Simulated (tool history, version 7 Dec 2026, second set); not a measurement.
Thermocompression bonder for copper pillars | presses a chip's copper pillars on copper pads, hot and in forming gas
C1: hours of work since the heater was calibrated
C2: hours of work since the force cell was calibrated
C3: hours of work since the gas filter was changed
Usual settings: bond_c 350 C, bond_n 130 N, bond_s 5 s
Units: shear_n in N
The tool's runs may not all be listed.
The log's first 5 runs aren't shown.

Run 6, hour 129.3: usual settings but bond_c 371 C; C1 637; C2 255; C3 225. Result: shear_n 48.1 N.
Run 7, hour 151.2: usual settings but bond_c 374 C; C1 649; C2 267; C3 237. Result: shear_n 49.3 N.
Run 8, hour 175.7: usual settings but bond_n 118 N; C1 662; C2 280; C3 250. Result: shear_n 34.8 N.
Run 9, hour 198.9: usual settings but bond_s 6 s; C1 675; C2 293; C3 263. Result: shear_n 41.5 N.
Run 10, hour 223.7: usual settings; C1 688; C2 306; C3 276. Result: shear_n 38.5 N.
Run 11, hour 253.5: usual settings; C1 704; C2 322; C3 292. Result: shear_n 38.4 N.
Run 12, hour 267.9: usual settings; C1 712; C2 330; C3 300. Result: shear_n 38.8 N.
Run 13, hour 290.5: usual settings; C1 724; C2 342; C3 312. Result: shear_n 38.1 N.
Run 14, hour 318.2: usual settings; C1 739; C2 358; C3 328. Result: shear_n 38 N.
At hour 343.7: forming gas filter changed.
Run 15, hour 349.7: usual settings; C1 756; C2 374; C3 3. Result: shear_n 41 N.
Run 16, hour 369.1: usual settings; C1 767; C2 385; C3 14. Result: shear_n 41.2 N.
Run 17, hour 392.8: usual settings; C1 780; C2 398; C3 27. Result: shear_n 40.9 N.
Run 18, hour 408.4: usual settings; C1 788; C2 406; C3 35. Result: shear_n 41.1 N.
Run 19, hour 435.1: usual settings; C1 802; C2 421; C3 50. Result: shear_n 40.7 N.
Run 20, hour 450.7: usual settings but bond_s 9 s; C1 811; C2 429; C3 58. Result: shear_n 50.3 N.
Run 21, hour 475.8: usual settings but bond_n 101 N, bond_s 9 s; C1 825; C2 443; C3 72. Result: shear_n 39.2 N.
Run 22, hour 507.6: usual settings but bond_n 97 N; C1 842; C2 460; C3 89. Result: shear_n 29.5 N.
Run 23, hour 535.2: usual settings but bond_c 357 C, bond_n 97 N; C1 857; C2 475; C3 104. Result: shear_n 31.9 N.
Run 24, hour 553.5: usual settings but bond_n 166 N, bond_s 3 s; C1 867; C2 485; C3 114. Result: shear_n 42.7 N.

The next listed run, before its measurement:
Run 25, hour 569.8: usual settings but bond_c 340 C, bond_n 104 N, bond_s 7 s; C1 876; C2 494; C3 123. Result: shear_n ?.

shear_n: 32.4 N
Without the tool's hidden state the same run would have given shear_n 32.1 N.
